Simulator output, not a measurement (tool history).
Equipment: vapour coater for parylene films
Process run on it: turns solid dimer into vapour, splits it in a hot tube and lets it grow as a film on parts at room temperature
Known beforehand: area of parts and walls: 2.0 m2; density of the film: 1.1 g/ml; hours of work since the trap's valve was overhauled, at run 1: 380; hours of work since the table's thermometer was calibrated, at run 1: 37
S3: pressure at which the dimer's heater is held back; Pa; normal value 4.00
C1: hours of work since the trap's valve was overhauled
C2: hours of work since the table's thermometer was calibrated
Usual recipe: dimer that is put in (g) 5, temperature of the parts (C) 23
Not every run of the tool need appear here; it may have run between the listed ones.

run 1 hour=0.0 | dimer_that_is_put_in_(g)=5 temperature_of_the_parts_(C)=23 S3=4.00 | C1=380 C2=37 | thickness_of_the_film_(µm)=1.64
run 2 hour=13.2 | dimer_that_is_put_in_(g)=5 temperature_of_the_parts_(C)=23 S3=4.00 | C1=386 C2=43 | thickness_of_the_film_(µm)=1.66
run 3 hour=23.1 | dimer_that_is_put_in_(g)=5 temperature_of_the_parts_(C)=23 S3=4.00 | C1=391 C2=48 | thickness_of_the_film_(µm)=1.66
run 4 hour=29.3 | dimer_that_is_put_in_(g)=5 temperature_of_the_parts_(C)=23 S3=4.00 | C1=394 C2=51 | thickness_of_the_film_(µm)=1.68
run 5 hour=37.9 | dimer_that_is_put_in_(g)=5 temperature_of_the_parts_(C)=23 S3=4.00 | C1=398 C2=55 | thickness_of_the_film_(µm)=1.65
run 6 hour=46.1 | dimer_that_is_put_in_(g)=5 temperature_of_the_parts_(C)=23 S3=4.00 | C1=402 C2=59 | thickness_of_the_film_(µm)=1.66
run 7 hour=55.8 | dimer_that_is_put_in_(g)=5 temperature_of_the_parts_(C)=23 S3=4.00 | C1=407 C2=64 | thickness_of_the_film_(µm)=1.67
run 8 hour=70.0 | dimer_that_is_put_in_(g)=5 temperature_of_the_parts_(C)=23 S3=4.00 | C1=414 C2=71 | thickness_of_the_film_(µm)=1.65
run 9 hour=83.4 | dimer_that_is_put_in_(g)=5 temperature_of_the_parts_(C)=23 S3=4.00 | C1=420 C2=77 | thickness_of_the_film_(µm)=1.66
run 10 hour=92.9 | dimer_that_is_put_in_(g)=5 temperature_of_the_parts_(C)=23 S3=4.00 | C1=425 C2=82 | thickness_of_the_film_(µm)=1.63
run 11 hour=106.9 | dimer_that_is_put_in_(g)=5 temperature_of_the_parts_(C)=23 S3=4.00 | C1=432 C2=89 | thickness_of_the_film_(µm)=1.64
run 12 hour=118.3 | dimer_that_is_put_in_(g)=5 temperature_of_the_parts_(C)=23 S3=3.24 | C1=437 C2=94 | thickness_of_the_film_(µm)=1.69
run 13 hour=132.5 | dimer_that_is_put_in_(g)=5 temperature_of_the_parts_(C)=23 S3=3.24 | C1=444 C2=101 | thickness_of_the_film_(µm)=1.69
run 14 hour=145.6 | dimer_that_is_put_in_(g)=5 temperature_of_the_parts_(C)=23 S3=4.00 | C1=451 C2=108 | thickness_of_the_film_(µm)=1.67
run 15 hour=158.6 | dimer_that_is_put_in_(g)=5 temperature_of_the_parts_(C)=23 S3=8.53 | C1=457 C2=114 | thickness_of_the_film_(µm)=1.54
run 16 hour=167.7 | dimer_that_is_put_in_(g)=5 temperature_of_the_parts_(C)=33 S3=8.53 | C1=462 C2=119 | thickness_of_the_film_(µm)=1.32
run 17 hour=179.5 | dimer_that_is_put_in_(g)=5 temperature_of_the_parts_(C)=33 S3=8.53 | C1=467 C2=124 | thickness_of_the_film_(µm)=1.31
run 18 hour=187.8 | dimer_that_is_put_in_(g)=5 temperature_of_the_parts_(C)=33 S3=8.53 | C1=471 C2=128 | thickness_of_the_film_(µm)=1.32
run 19 hour=201.6 | dimer_that_is_put_in_(g)=7 temperature_of_the_parts_(C)=16 S3=3.59 | C1=478 C2=135 | thickness_of_the_film_(µm)=2.57
run 20 hour=208.9 | dimer_that_is_put_in_(g)=7 temperature_of_the_parts_(C)=16 S3=3.59 | C1=482 C2=139 | thickness_of_the_film_(µm)=2.59
run 21 hour=216.3 | dimer_that_is_put_in_(g)=2 temperature_of_the_parts_(C)=16 S3=2.24 | C1=485 C2=142 | thickness_of_the_film_(µm)=0.78
run 22 hour=230.8 | dimer_that_is_put_in_(g)=2 temperature_of_the_parts_(C)=16 S3=2.24 | C1=492 C2=149 | thickness_of_the_film_(µm)=0.78
run 23 hour=240.1 | dimer_that_is_put_in_(g)=2 temperature_of_the_parts_(C)=21 S3=7.89 | C1=497 C2=154 | thickness_of_the_film_(µm)=0.67
run 24 hour=248.1 | dimer_that_is_put_in_(g)=4 temperature_of_the_parts_(C)=18 S3=2.13 | C1=501 C2=158 | thickness_of_the_film_(µm)=1.48
run 25 hour=258.3 | dimer_that_is_put_in_(g)=3 temperature_of_the_parts_(C)=23 S3=4.00 | C1=506 C2=163 | thickness_of_the_film_(µm)=0.95
run 26 hour=264.5 | dimer_that_is_put_in_(g)=3 temperature_of_the_parts_(C)=23 S3=4.00 | C1=509 C2=166 | thickness_of_the_film_(µm)=0.98
run 27 hour=279.0 | dimer_that_is_put_in_(g)=8 temperature_of_the_parts_(C)=15 S3=7.43 | C1=516 C2=173 | thickness_of_the_film_(µm)=2.85
run 28 hour=292.6 | dimer_that_is_put_in_(g)=8 temperature_of_the_parts_(C)=17 S3=2.81 | C1=523 C2=180 | thickness_of_the_film_(µm)=2.95
run 29 hour=302.3 | dimer_that_is_put_in_(g)=8 temperature_of_the_parts_(C)=17 S3=2.81 | C1=527 C2=184 | thickness_of_the_film_(µm)=2.95
run 30 hour=316.0 | dimer_that_is_put_in_(g)=4 temperature_of_the_parts_(C)=15 S3=2.27 | C1=534 C2=191 | thickness_of_the_film_(µm)=1.54
run 31 hour=324.0 | dimer_that_is_put_in_(g)=4 temperature_of_the_parts_(C)=15 S3=2.27 | C1=538 C2=195 | thickness_of_the_film_(µm)=1.54
run 32 hour=332.8 | dimer_that_is_put_in_(g)=2 temperature_of_the_parts_(C)=23 S3=6.75 | C1=542 C2=199 | thickness_of_the_film_(µm)=0.64
run 33 hour=339.0 | dimer_that_is_put_in_(g)=7 temperature_of_the_parts_(C)=15 S3=2.72 | C1=545 C2=202 | thickness_of_the_film_(µm)=2.70
-- hour=346.9 trap's valve overhauled
run 34 hour=356.1 | dimer_that_is_put_in_(g)=7 temperature_of_the_parts_(C)=15 S3=2.72 | C1=5 C2=209 | thickness_of_the_film_(µm)=2.99
run 35 hour=371.3 | dimer_that_is_put_in_(g)=7 temperature_of_the_parts_(C)=15 S3=2.72 | C1=12 C2=216 | thickness_of_the_film_(µm)=2.94
run 36 hour=383.7 | dimer_that_is_put_in_(g)=6 temperature_of_the_parts_(C)=25 S3=2.72 | C1=18 C2=222 | thickness_of_the_film_(µm)=2.13

Alternative continuations, all from the tool just after run 36; predict every row:
run A hour=391.8 | dimer_that_is_put_in_(g)=5 temperature_of_the_parts_(C)=23 S3=4.00 | C1=22 C2=226 | thickness_of_the_film_(µm)=?
run B hour=391.8 | dimer_that_is_put_in_(g)=6 temperature_of_the_parts_(C)=25 S3=5.83 | C1=22 C2=226 | thickness_of_the_film_(µm)=?
run C hour=391.8 | dimer_that_is_put_in_(g)=5 temperature_of_the_parts_(C)=23 S3=2.57 | C1=22 C2=226 | thickness_of_the_film_(µm)=?

run=A thickness_of_the_film_(µm)=1.79
run=B thickness_of_the_film_(µm)=2.05
run=C thickness_of_the_film_(µm)=1.84
The same runs, with their run-to-run variation unchanged, on a tool lacking any hidden condition would have given:
run=A thickness_of_the_film_(µm)=1.79
run=B thickness_of_the_film_(µm)=2.05
run=C thickness_of_the_film_(µm)=1.84

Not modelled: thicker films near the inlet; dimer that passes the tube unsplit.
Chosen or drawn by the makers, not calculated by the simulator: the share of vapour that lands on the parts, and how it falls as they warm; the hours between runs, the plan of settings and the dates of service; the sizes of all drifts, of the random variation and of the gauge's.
